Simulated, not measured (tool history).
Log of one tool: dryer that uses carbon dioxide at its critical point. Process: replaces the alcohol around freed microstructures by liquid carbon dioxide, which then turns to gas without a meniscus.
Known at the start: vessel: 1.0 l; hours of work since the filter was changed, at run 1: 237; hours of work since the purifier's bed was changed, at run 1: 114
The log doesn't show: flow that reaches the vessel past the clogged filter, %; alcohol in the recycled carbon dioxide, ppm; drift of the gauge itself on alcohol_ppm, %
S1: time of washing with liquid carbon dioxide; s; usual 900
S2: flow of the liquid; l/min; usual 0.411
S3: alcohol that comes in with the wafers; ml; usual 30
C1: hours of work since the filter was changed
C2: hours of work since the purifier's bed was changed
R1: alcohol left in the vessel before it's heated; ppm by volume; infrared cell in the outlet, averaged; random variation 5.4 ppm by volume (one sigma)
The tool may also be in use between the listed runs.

{"run": 1, "hour": 0.0, "S1": 900, "S2": 0.411, "S3": 30, "C1": 237, "C2": 114, "R1": 289}
{"run": 2, "hour": 6.1, "S1": 900, "S2": 0.411, "S3": 30, "C1": 240, "C2": 117, "R1": 300}
{"run": 3, "hour": 12.9, "S1": 900, "S2": 0.411, "S3": 62, "C1": 244, "C2": 121, "R1": 606}
{"run": 4, "hour": 20.5, "S1": 900, "S2": 0.411, "S3": 62, "C1": 248, "C2": 125, "R1": 601}
{"run": 5, "hour": 28.8, "S1": 900, "S2": 0.411, "S3": 62, "C1": 253, "C2": 130, "R1": 600}
{"run": 6, "hour": 36.4, "S1": 900, "S2": 0.411, "S3": 62, "C1": 257, "C2": 134, "R1": 613}
{"run": 7, "hour": 45.1, "S1": 900, "S2": 0.411, "S3": 62, "C1": 262, "C2": 139, "R1": 607}
{"run": 8, "hour": 54.1, "S1": 900, "S2": 0.411, "S3": 69, "C1": 267, "C2": 144, "R1": 699}
{"hour": 57.7, "done": "inlet filter changed"}
{"run": 9, "hour": 65.0, "S1": 900, "S2": 0.411, "S3": 69, "C1": 4, "C2": 150, "R1": 345}
{"run": 10, "hour": 76.7, "S1": 900, "S2": 0.411, "S3": 30, "C1": 11, "C2": 156, "R1": 169}
{"run": 11, "hour": 90.5, "S1": 900, "S2": 0.411, "S3": 30, "C1": 19, "C2": 164, "R1": 174}
{"run": 12, "hour": 97.2, "S1": 900, "S2": 0.411, "S3": 30, "C1": 22, "C2": 168, "R1": 171}
{"run": 13, "hour": 109.5, "S1": 900, "S2": 0.411, "S3": 30, "C1": 29, "C2": 175, "R1": 174}
{"run": 14, "hour": 120.3, "S1": 900, "S2": 0.411, "S3": 30, "C1": 35, "C2": 181, "R1": 179}
{"run": 15, "hour": 133.5, "S1": 900, "S2": 0.411, "S3": 30, "C1": 43, "C2": 189, "R1": 184}
{"run": 16, "hour": 142.6, "S1": 660, "S2": 0.411, "S3": 30, "C1": 48, "C2": 194, "R1": 682}
{"run": 17, "hour": 148.6, "S1": 660, "S2": 0.411, "S3": 30, "C1": 51, "C2": 197, "R1": 681}
{"run": 18, "hour": 163.2, "S1": 660, "S2": 0.411, "S3": 27, "C1": 60, "C2": 205, "R1": 604}
{"run": 19, "hour": 178.0, "S1": 660, "S2": 0.411, "S3": 27, "C1": 68, "C2": 214, "R1": 619}
{"run": 20, "hour": 190.4, "S1": 900, "S2": 0.411, "S3": 30, "C1": 75, "C2": 221, "R1": 207}
{"run": 21, "hour": 203.7, "S1": 900, "S2": 0.411, "S3": 29, "C1": 83, "C2": 228, "R1": 208}
{"run": 22, "hour": 213.8, "S1": 900, "S2": 0.411, "S3": 29, "C1": 88, "C2": 234, "R1": 205}
{"run": 23, "hour": 224.7, "S1": 900, "S2": 0.411, "S3": 29, "C1": 95, "C2": 240, "R1": 225}
{"run": 24, "hour": 233.2, "S1": 900, "S2": 0.411, "S3": 29, "C1": 99, "C2": 245, "R1": 218}
{"run": 25, "hour": 245.8, "S1": 900, "S2": 0.411, "S3": 29, "C1": 106, "C2": 252, "R1": 222}
{"run": 26, "hour": 259.3, "S1": 540, "S2": 0.318, "S3": 82, "C1": 114, "C2": 260, "R1": 7957}
{"run": 27, "hour": 271.2, "S1": 1320, "S2": 0.267, "S3": 23, "C1": 121, "C2": 267, "R1": 238}
{"run": 28, "hour": 277.9, "S1": 1080, "S2": 0.411, "S3": 116, "C1": 125, "C2": 270, "R1": 319}
{"run": 29, "hour": 284.2, "S1": 1260, "S2": 0.374, "S3": 35, "C1": 128, "C2": 274, "R1": 107}
{"run": 30, "hour": 295.8, "S1": 900, "S2": 0.507, "S3": 22, "C1": 135, "C2": 280, "R1": 95}
{"run": 31, "hour": 305.7, "S1": 900, "S2": 0.612, "S3": 56, "C1": 140, "C2": 286, "R1": 81}
{"run": 32, "hour": 316.6, "S1": 900, "S2": 0.411, "S3": 52, "C1": 147, "C2": 292, "R1": 420}
{"run": 33, "hour": 325.1, "S1": 900, "S2": 0.411, "S3": 52, "C1": 151, "C2": 297, "R1": 412}
{"run": 34, "hour": 333.1, "S1": 900, "S2": 0.365, "S3": 22, "C1": 156, "C2": 302, "R1": 332}
{"run": 35, "hour": 341.3, "S1": 900, "S2": 0.365, "S3": 22, "C1": 160, "C2": 306, "R1": 330}
{"run": 36, "hour": 351.4, "S1": 900, "S2": 0.432, "S3": 32, "C1": 166, "C2": 312, "R1": 232}
{"run": 37, "hour": 359.6, "S1": 900, "S2": 0.432, "S3": 32, "C1": 171, "C2": 317, "R1": 235}
{"run": 38, "hour": 369.4, "S1": 900, "S2": 0.364, "S3": 98, "C1": 176, "C2": 322, "R1": 1363}
{"run": 39, "hour": 381.1, "S1": 900, "S2": 0.427, "S3": 48, "C1": 183, "C2": 329, "R1": 361}
{"run": 40, "hour": 394.6, "S1": 960, "S2": 0.346, "S3": 89, "C1": 191, "C2": 336, "R1": 1239}
{"run": 41, "hour": 405.5, "S1": 960, "S2": 0.346, "S3": 89, "C1": 197, "C2": 343, "R1": 1221}
{"run": 42, "hour": 413.8, "S1": 960, "S2": 0.346, "S3": 89, "C1": 202, "C2": 347, "R1": 1251}
{"run": 43, "hour": 426.7, "S1": 780, "S2": 0.346, "S3": 89, "C1": 209, "C2": 355, "R1": 2774}
{"run": 44, "hour": 436.5, "S1": 780, "S2": 0.346, "S3": 89, "C1": 214, "C2": 360, "R1": 2885}
{"run": 45, "hour": 448.6, "S1": 1140, "S2": 0.658, "S3": 107, "C1": 221, "C2": 367, "R1": 82}
{"run": 46, "hour": 454.8, "S1": 840, "S2": 0.411, "S3": 96, "C1": 225, "C2": 370, "R1": 1173}
{"run": 47, "hour": 463.3, "S1": 660, "S2": 0.411, "S3": 96, "C1": 230, "C2": 375, "R1": 3052}

Hidden state or all else? Some run-to-run changes of R1, split into what the settings, what came in and random variation would give without the hidden state, and what is left for the hidden state (with any gauge scatter that isn't in both results):
Run 25 -> 26: S1 900 -> 540, S2 0.411 -> 0.318, S3 29 -> 82. R1 +7735 ppm by volume: hidden state +1138, all else +6597.
Run 26 -> 27: S1 540 -> 1320, S2 0.318 -> 0.267, S3 82 -> 23. R1 -7719 ppm by volume: hidden state -1130, all else -6589.
Run 44 -> 45: S1 780 -> 1140, S2 0.346 -> 0.658, S3 89 -> 107. R1 -2803 ppm by volume: hidden state -1044, all else -1759.
